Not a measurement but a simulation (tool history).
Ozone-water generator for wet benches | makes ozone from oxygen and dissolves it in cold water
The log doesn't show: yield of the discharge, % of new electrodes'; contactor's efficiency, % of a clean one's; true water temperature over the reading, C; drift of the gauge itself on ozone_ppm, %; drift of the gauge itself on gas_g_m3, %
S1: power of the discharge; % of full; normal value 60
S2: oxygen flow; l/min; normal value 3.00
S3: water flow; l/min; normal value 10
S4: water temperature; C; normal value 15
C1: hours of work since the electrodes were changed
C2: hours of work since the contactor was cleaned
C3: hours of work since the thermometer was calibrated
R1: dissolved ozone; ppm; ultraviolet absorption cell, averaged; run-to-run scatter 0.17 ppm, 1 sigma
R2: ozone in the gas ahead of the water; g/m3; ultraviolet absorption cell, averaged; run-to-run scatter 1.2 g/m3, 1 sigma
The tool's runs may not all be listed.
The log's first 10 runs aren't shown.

run,hour,S1,S2,S3,S4,C1,C2,C3,R1,R2
11,212.7,60,3.00,10,15,688,993,653,22.0,213.7
12,235.6,60,3.00,10,15,710,1015,674,22.1,212.8
13,250.8,60,3.00,10,15,725,1030,689,21.8,212.1
14,276.8,60,3.00,10,15,749,1055,714,21.8,212.3
15,291.4,60,3.00,10,15,763,1069,728,22.0,212.8
16,305.6,60,3.00,10,15,777,1082,741,21.8,213.8
17,332.0,60,3.00,10,15,802,1108,767,21.8,210.0
18,358.0,48,3.99,10,15,827,1132,792,18.6,157.7
19,373.7,98,3.99,10,15,842,1148,807,35.6,299.5
# hour 379.9: contactor cleaned
20,402.1,98,3.99,10,15,865,21,830,35.3,301.7
21,435.2,55,2.91,7,7,897,53,862,31.1,197.0
22,455.0,55,2.91,11,7,916,72,881,19.9,198.2
23,480.8,55,2.28,11,14,941,97,905,17.3,215.1
24,510.4,72,3.80,7,15,969,125,934,35.2,229.7
# hour 517.2: contactor cleaned, once more
25,544.6,57,3.00,10,15,998,26,963,20.9,202.3
26,565.3,57,3.00,10,15,1018,46,982,20.7,202.0
27,589.8,94,1.60,9,9,1041,69,1006,33.2,388.2
28,617.9,78,3.00,10,9,1068,96,1033,29.9,265.2
29,639.4,78,3.00,10,9,1089,117,1053,30.2,266.0
30,671.7,78,3.00,10,9,1120,148,1084,30.3,268.5
31,689.4,78,3.00,10,9,1137,165,1101,30.2,265.1
32,708.6,47,3.00,15,9,1155,183,1120,12.4,169.6
33,732.0,47,3.00,15,9,1177,206,1142,12.3,169.2

Forecast each of these 4 alternatives for the next run:
A,754.6,63,3.00,15,19,1199,227,1164,?,?
B,754.6,63,3.42,10,9,1199,227,1164,?,?
C,754.6,47,1.67,9,7,1199,227,1164,?,?
D,754.6,47,1.85,15,22,1199,227,1164,?,?

run,R1,R2
A,14.3,220.4
B,25.8,210.8
C,18.5,207.4
D,9.2,199.2
Had the tool no hidden state, the same runs would have come out as:
run,R1,R2
A,14.6,223.5
B,26.3,213.8
C,18.8,209.5
D,9.3,201.2
